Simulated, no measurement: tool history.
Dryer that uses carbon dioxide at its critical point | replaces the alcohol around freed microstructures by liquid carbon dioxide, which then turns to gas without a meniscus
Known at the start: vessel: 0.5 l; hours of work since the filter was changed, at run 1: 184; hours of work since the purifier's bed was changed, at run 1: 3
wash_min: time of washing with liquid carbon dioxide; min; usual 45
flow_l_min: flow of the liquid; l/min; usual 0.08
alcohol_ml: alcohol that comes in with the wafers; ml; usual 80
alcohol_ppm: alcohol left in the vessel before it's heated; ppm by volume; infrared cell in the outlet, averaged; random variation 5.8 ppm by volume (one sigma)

| run | hour | wash_min | flow_l_min | alcohol_ml | hours of work since the filter was changed | hours of work since the purifier's bed was changed | alcohol_ppm |
|---|---|---|---|---|---|---|---|
| 1 | 0 | 45 | 0.08 | 80 | 184 | 3 | 268 |
| 2 | 54.6 | 45 | 0.08 | 80 | 226 | 46 | 292 |
| 3 | 77.5 | 52 | 0.08 | 80 | 244 | 63 | 139 |
| 4 | 123 | 45 | 0.08 | 80 | 279 | 99 | 341 |
|  | 140.5 | inlet filter changed |
| 5 | 159.8 | 45 | 0.08 | 80 | 15 | 127 | 229 |
| 6 | 212.9 | 45 | 0.08 | 80 | 56 | 168 | 240 |
| 7 | 258.2 | 45 | 0.0929 | 80 | 92 | 203 | 121 |
| 8 | 298.6 | 45 | 0.0929 | 80 | 123 | 235 | 130 |
| 9 | 353.2 | 45 | 0.0929 | 80 | 165 | 277 | 141 |
| 10 | 405.7 | 45 | 0.0929 | 80 | 206 | 318 | 162 |
| 11 | 441.6 | 45 | 0.0929 | 80 | 234 | 346 | 175 |
| 12 | 478.7 | 45 | 0.08 | 34 | 263 | 375 | 199 |
|  | 514.8 | inlet filter changed |
| 13 | 531.4 | 45 | 0.08 | 34 | 13 | 415 | 165 |
| 14 | 581.3 | 60 | 0.08 | 80 | 52 | 454 | 123 |
| 15 | 609.4 | 45 | 0.08 | 80 | 74 | 476 | 337 |
| 16 | 635.4 | 45 | 0.08 | 80 | 94 | 496 | 333 |
| 17 | 665.4 | 45 | 0.08 | 82 | 117 | 519 | 358 |
| 18 | 717.9 | 45 | 0.08 | 82 | 158 | 560 | 381 |
| 19 | 770.4 | 45 | 0.08 | 45 | 199 | 601 | 266 |
| 20 | 801.9 | 45 | 0.08 | 45 | 223 | 626 | 286 |
| 21 | 829.6 | 45 | 0.08 | 45 | 245 | 647 | 293 |
| 22 | 868.2 | 45 | 0.08 | 45 | 275 | 677 | 311 |
|  | 887.6 | inlet filter changed |
| 23 | 908.9 | 45 | 0.08 | 45 | 17 | 708 | 261 |
| 24 | 955 | 45 | 0.08 | 45 | 52 | 744 | 268 |
| 25 | 985.4 | 45 | 0.08 | 27 | 76 | 768 | 236 |
| 26 | 1028.1 | 45 | 0.08 | 27 | 109 | 801 | 235 |
| 27 | 1072.8 | 35 | 0.08 | 34 | 144 | 836 | 618 |
| 28 | 1098.4 | 35 | 0.08 | 34 | 164 | 855 | 618 |
| 29 | 1137.1 | 59 | 0.1247 | 34 | 194 | 886 | 181 |
| 30 | 1191.6 | 45 | 0.08 | 99 | 237 | 928 | 544 |
| 31 | 1225.6 | 48 | 0.058 | 101 | 263 | 954 | 1769 |
|  | 1263.5 | inlet filter changed |
| 32 | 1279.5 | 45 | 0.0986 | 80 | 12 | 996 | 243 |
| 33 | 1317.1 | 47 | 0.1142 | 30 | 42 | 1025 | 204 |
| 34 | 1370.7 | 47 | 0.1142 | 30 | 83 | 1067 | 223 |
| 35 | 1410.9 | 44 | 0.1288 | 65 | 115 | 1098 | 223 |
| 36 | 1455.7 | 44 | 0.1288 | 65 | 150 | 1133 | 236 |
| 37 | 1489.7 | 45 | 0.1168 | 40 | 176 | 1159 | 230 |
| 38 | 1525.2 | 45 | 0.1168 | 40 | 204 | 1187 | 243 |
|  | 1569.7 | purifier's bed changed |
| 39 | 1572.9 | 39 | 0.1168 | 40 | 238 | 2 | 33 |
| 40 | 1614.8 | 39 | 0.1168 | 40 | 271 | 35 | 39 |
|  | 1641.3 | inlet filter changed |
| 41 | 1658.8 | 39 | 0.1168 | 40 | 14 | 69 | 36 |

Forecast each of these 4 alternatives for the next run:
| A | 1697.1 | 27 | 0.0531 | 28 | 43 | 98 | ? |
| B | 1697.1 | 51 | 0.0538 | 63 | 43 | 98 | ? |
| C | 1697.1 | 36 | 0.0675 | 40 | 43 | 98 | ? |
| D | 1697.1 | 45 | 0.1048 | 66 | 43 | 98 | ? |

| run | alcohol_ppm |
|---|---|
| A | 4108 |
| B | 864 |
| C | 953 |
| D | 52 |
Without the tool's hidden state the same runs would have given:
| run | alcohol_ppm |
|---|---|
| A | 3953 |
| B | 791 |
| C | 881 |
| D | 31 |
